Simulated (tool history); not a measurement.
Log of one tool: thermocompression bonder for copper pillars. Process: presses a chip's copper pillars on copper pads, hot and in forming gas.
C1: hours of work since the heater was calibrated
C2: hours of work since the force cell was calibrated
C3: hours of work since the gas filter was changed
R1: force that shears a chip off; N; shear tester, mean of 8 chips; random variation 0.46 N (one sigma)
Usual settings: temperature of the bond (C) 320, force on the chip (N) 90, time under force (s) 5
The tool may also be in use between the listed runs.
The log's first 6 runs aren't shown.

Run 7, hour 258: usual settings but time under force (s) 15; C1 304; C2 965; C3 233. Result: R1 130.6 N.
Run 8, hour 290.2: usual settings; C1 329; C2 990; C3 258. Result: R1 102.2 N.
At hour 325.2: forming gas filter changed.
Run 9, hour 334.2: usual settings but time under force (s) 13; C1 362; C2 1023; C3 7. Result: R1 129.2 N.
At hour 340.3: heater calibrated with a thermocouple chip.
Run 10, hour 371.2: usual settings but time under force (s) 13; C1 24; C2 1050; C3 34. Result: R1 128.4 N.
Run 11, hour 404.8: usual settings but time under force (s) 13; C1 49; C2 1076; C3 59. Result: R1 129.3 N.
Run 12, hour 457.4: usual settings; C1 90; C2 1116; C3 100. Result: R1 103.9 N.
At hour 489.5: force cell calibrated.
Run 13, hour 489.5: usual settings; C1 113; C2 0; C3 123. Result: R1 97.8 N.
At hour 495.5: heater calibrated with a thermocouple chip, once more.
Run 14, hour 519.5: usual settings; C1 18; C2 21; C3 145. Result: R1 99.9 N.
Run 15, hour 572: usual settings; C1 59; C2 62; C3 185. Result: R1 98.7 N.
Run 16, hour 596.9: usual settings; C1 78; C2 81; C3 204. Result: R1 98.5 N.
Run 17, hour 634.3: usual settings but temperature of the bond (C) 342; C1 106; C2 109; C3 233. Result: R1 112.7 N.
Run 18, hour 665.5: usual settings but temperature of the bond (C) 341, time under force (s) 8; C1 130; C2 133; C3 257. Result: R1 124.6 N.
At hour 702.9: forming gas filter changed.
Run 19, hour 702.9: usual settings but force on the chip (N) 101, time under force (s) 11; C1 159; C2 162; C3 0. Result: R1 129.7 N.
Run 20, hour 738.5: usual settings but force on the chip (N) 101, time under force (s) 11; C1 186; C2 189; C3 27. Result: R1 129.2 N.
Run 21, hour 771.4: usual settings but temperature of the bond (C) 310, time under force (s) 14; C1 211; C2 214; C3 53. Result: R1 122 N.
Run 22, hour 797.9: usual settings but temperature of the bond (C) 310, time under force (s) 14; C1 231; C2 234; C3 73. Result: R1 121.7 N.
Run 23, hour 826.1: usual settings but temperature of the bond (C) 329, force on the chip (N) 106, time under force (s) 14; C1 253; C2 256; C3 94. Result: R1 139.8 N.

The next listed run, before its measurement:
Run 24, hour 853.7: usual settings but temperature of the bond (C) 300, time under force (s) 3; C1 274; C2 277; C3 116. Result: R1 ?.

{"run 24": {"R1": 71}}
Without the tool's hidden state the same run would have given R1 72.9 N.
